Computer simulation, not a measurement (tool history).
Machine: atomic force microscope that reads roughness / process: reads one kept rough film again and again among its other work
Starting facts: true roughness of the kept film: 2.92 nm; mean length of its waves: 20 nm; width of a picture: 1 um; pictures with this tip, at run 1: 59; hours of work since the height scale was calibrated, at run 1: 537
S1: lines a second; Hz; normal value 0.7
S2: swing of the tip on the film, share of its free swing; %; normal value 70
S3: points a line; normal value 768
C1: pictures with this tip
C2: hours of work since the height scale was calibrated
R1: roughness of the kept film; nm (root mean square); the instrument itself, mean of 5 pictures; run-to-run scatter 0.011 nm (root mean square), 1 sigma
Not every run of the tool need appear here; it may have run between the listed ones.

run   hour     S1  S2    S3  C1   C2     R1
  1      0    0.7  70   768  59  537  2.178
       5.1  -- new tip fitted
  2   12.1    0.7  70   768  15  545  2.368
  3   25.3    0.7  70   768  43  554  2.242
      38.5  -- new tip fitted
  4   39.5    0.7  70   768   2  563  2.421
  5   50.6    0.7  70   399  25  571  2.292
  6   60.7    0.7  74   768  47  578  2.213
      71.6  -- new tip fitted
  7   79.7    0.7  74   768  17  590  2.331
  8   94.2    0.7  74   768  48  600  2.185
     104.2  -- new tip fitted
  9  106.4    0.7  70   752   5  608  2.411
 10  116.1    0.7  70   768  25  614  2.319
     136.2  -- new tip fitted
 11  136.2    0.7  69   768   0  628  2.462
 12  154.6    0.7  69   768  39  640  2.248
     168.6  -- new tip fitted
 13  172.2    0.7  69   768   8  651  2.387
 14  191.8    0.7  69   768  49  665  2.174
     200.7  -- new tip fitted
 15  205.9  2.911  67   740  11  674  2.198
 16  222.7  1.559  78   559  47  685  2.024
     224.9  -- height scale calibrated on a step standard
 17  232.2    0.7  57   298  65    5  2.131
     234.4  -- new tip fitted
 18  243.4  1.326  70   932  19   12  2.282
 19  260.6  3.303  63   260  56   24  1.978
     267.2  -- new tip fitted
 20  280.6  1.494  83   494  28   37  2.083
 21  295.2  3.253  87   452  59   47  1.627
     300.9  -- height scale calibrated on a step standard, once more
     301.4  -- new tip fitted
 22  305.3    0.7  66   768   9    3  2.433
 23  322.5  1.529  63  1004  45   14  2.192
     334.2  -- new tip fitted
 24  337.1  1.529  63  1004   6   24   2.41
 25  347.2  0.982  63   261  27   31  2.255
 26  365.3  2.527  70   417  66   43  1.938
     367.5  -- new tip fitted
 27  376.3  2.527  70   417  19   50  2.119
 28  393.6  3.104  63   570  56   61  2.035

Per-run results on a tool with no hidden state, each run keeping its own random variation:
Hidden state present: radius of the tip, nm; height scale over the true one, %; drift of the gauge itself on roughness_nm, %.
run     R1
  1  2.471
  2  2.473
  3  2.477
  4  2.449
  5  2.424
  6   2.44
  7   2.44
  8  2.433
  9  2.447
 10  2.471
 11  2.476
 12  2.477
 13  2.463
 14  2.446
 15  2.272
 16  2.262
 17  2.461
 18  2.385
 19   2.24
 20  2.231
 21  1.852
 22  2.485
 23  2.414
 24  2.445
 25  2.381
 26  2.228
 27  2.249
 28  2.328

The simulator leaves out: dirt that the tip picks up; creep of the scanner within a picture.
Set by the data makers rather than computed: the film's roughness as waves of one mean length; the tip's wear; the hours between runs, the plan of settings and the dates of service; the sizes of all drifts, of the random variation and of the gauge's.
